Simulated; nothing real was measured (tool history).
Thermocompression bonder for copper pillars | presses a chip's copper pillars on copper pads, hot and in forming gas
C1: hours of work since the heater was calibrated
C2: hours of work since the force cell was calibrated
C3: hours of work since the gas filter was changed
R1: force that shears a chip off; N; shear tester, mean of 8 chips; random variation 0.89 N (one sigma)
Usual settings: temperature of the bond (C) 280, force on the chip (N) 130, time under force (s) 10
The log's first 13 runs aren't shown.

run 14 hour=109.9 | temperature_of_the_bond_(C)=275 force_on_the_chip_(N)=130 time_under_force_(s)=10 | C1=336 C2=258 C3=42 | R1=68.1
-- hour=112.2 force cell calibrated
run 15 hour=119.8 | temperature_of_the_bond_(C)=280 force_on_the_chip_(N)=130 time_under_force_(s)=10 | C1=342 C2=6 C3=48 | R1=73.3
run 16 hour=128.6 | temperature_of_the_bond_(C)=280 force_on_the_chip_(N)=130 time_under_force_(s)=10 | C1=349 C2=12 C3=55 | R1=72.9
run 17 hour=136.1 | temperature_of_the_bond_(C)=280 force_on_the_chip_(N)=130 time_under_force_(s)=10 | C1=354 C2=18 C3=60 | R1=72.8
run 18 hour=147.1 | temperature_of_the_bond_(C)=270 force_on_the_chip_(N)=121 time_under_force_(s)=10 | C1=363 C2=26 C3=69 | R1=59.3
run 19 hour=156.2 | temperature_of_the_bond_(C)=270 force_on_the_chip_(N)=121 time_under_force_(s)=10 | C1=369 C2=33 C3=75 | R1=59.6
run 20 hour=166.2 | temperature_of_the_bond_(C)=270 force_on_the_chip_(N)=121 time_under_force_(s)=10 | C1=377 C2=40 C3=83 | R1=59.5
run 21 hour=175.5 | temperature_of_the_bond_(C)=270 force_on_the_chip_(N)=95 time_under_force_(s)=10 | C1=384 C2=47 C3=90 | R1=51.8
-- hour=182.1 force cell calibrated, once more
run 22 hour=184.9 | temperature_of_the_bond_(C)=273 force_on_the_chip_(N)=96 time_under_force_(s)=21 | C1=390 C2=2 C3=96 | R1=66.8
run 23 hour=194.0 | temperature_of_the_bond_(C)=273 force_on_the_chip_(N)=151 time_under_force_(s)=23 | C1=397 C2=9 C3=103 | R1=83.5
run 24 hour=206.0 | temperature_of_the_bond_(C)=255 force_on_the_chip_(N)=94 time_under_force_(s)=19 | C1=406 C2=18 C3=112 | R1=47.9
run 25 hour=216.7 | temperature_of_the_bond_(C)=257 force_on_the_chip_(N)=94 time_under_force_(s)=15 | C1=414 C2=26 C3=120 | R1=46.5
run 26 hour=228.0 | temperature_of_the_bond_(C)=257 force_on_the_chip_(N)=94 time_under_force_(s)=15 | C1=422 C2=34 C3=128 | R1=45.7
run 27 hour=237.0 | temperature_of_the_bond_(C)=280 force_on_the_chip_(N)=138 time_under_force_(s)=10 | C1=429 C2=41 C3=135 | R1=69.8
run 28 hour=246.7 | temperature_of_the_bond_(C)=260 force_on_the_chip_(N)=90 time_under_force_(s)=5 | C1=436 C2=48 C3=142 | R1=30.2
-- hour=253.2 forming gas filter changed
run 29 hour=259.1 | temperature_of_the_bond_(C)=283 force_on_the_chip_(N)=95 time_under_force_(s)=9 | C1=445 C2=57 C3=4 | R1=60.0
run 30 hour=268.2 | temperature_of_the_bond_(C)=263 force_on_the_chip_(N)=186 time_under_force_(s)=7 | C1=452 C2=64 C3=11 | R1=64.1
run 31 hour=276.7 | temperature_of_the_bond_(C)=263 force_on_the_chip_(N)=186 time_under_force_(s)=7 | C1=458 C2=70 C3=18 | R1=63.0
run 32 hour=287.7 | temperature_of_the_bond_(C)=263 force_on_the_chip_(N)=186 time_under_force_(s)=7 | C1=466 C2=79 C3=26 | R1=62.9
run 33 hour=296.9 | temperature_of_the_bond_(C)=263 force_on_the_chip_(N)=186 time_under_force_(s)=7 | C1=473 C2=86 C3=33 | R1=63.4
run 34 hour=302.4 | temperature_of_the_bond_(C)=263 force_on_the_chip_(N)=186 time_under_force_(s)=7 | C1=478 C2=90 C3=37 | R1=62.8

3 ways to go on from here, each from the tool as it stands after run 34. What would each give?
run A hour=307.4 | temperature_of_the_bond_(C)=290 force_on_the_chip_(N)=130 time_under_force_(s)=10 | C1=481 C2=94 C3=41 | R1=?
run B hour=307.4 | temperature_of_the_bond_(C)=269 force_on_the_chip_(N)=80 time_under_force_(s)=7 | C1=481 C2=94 C3=41 | R1=?
run C hour=307.4 | temperature_of_the_bond_(C)=273 force_on_the_chip_(N)=147 time_under_force_(s)=15 | C1=481 C2=94 C3=41 | R1=?

run=A R1=78.5
run=B R1=38.9
run=C R1=77.6
Without the tool's hidden state the same runs would have given:
run=A R1=81.6
run=B R1=40.9
run=C R1=80.7
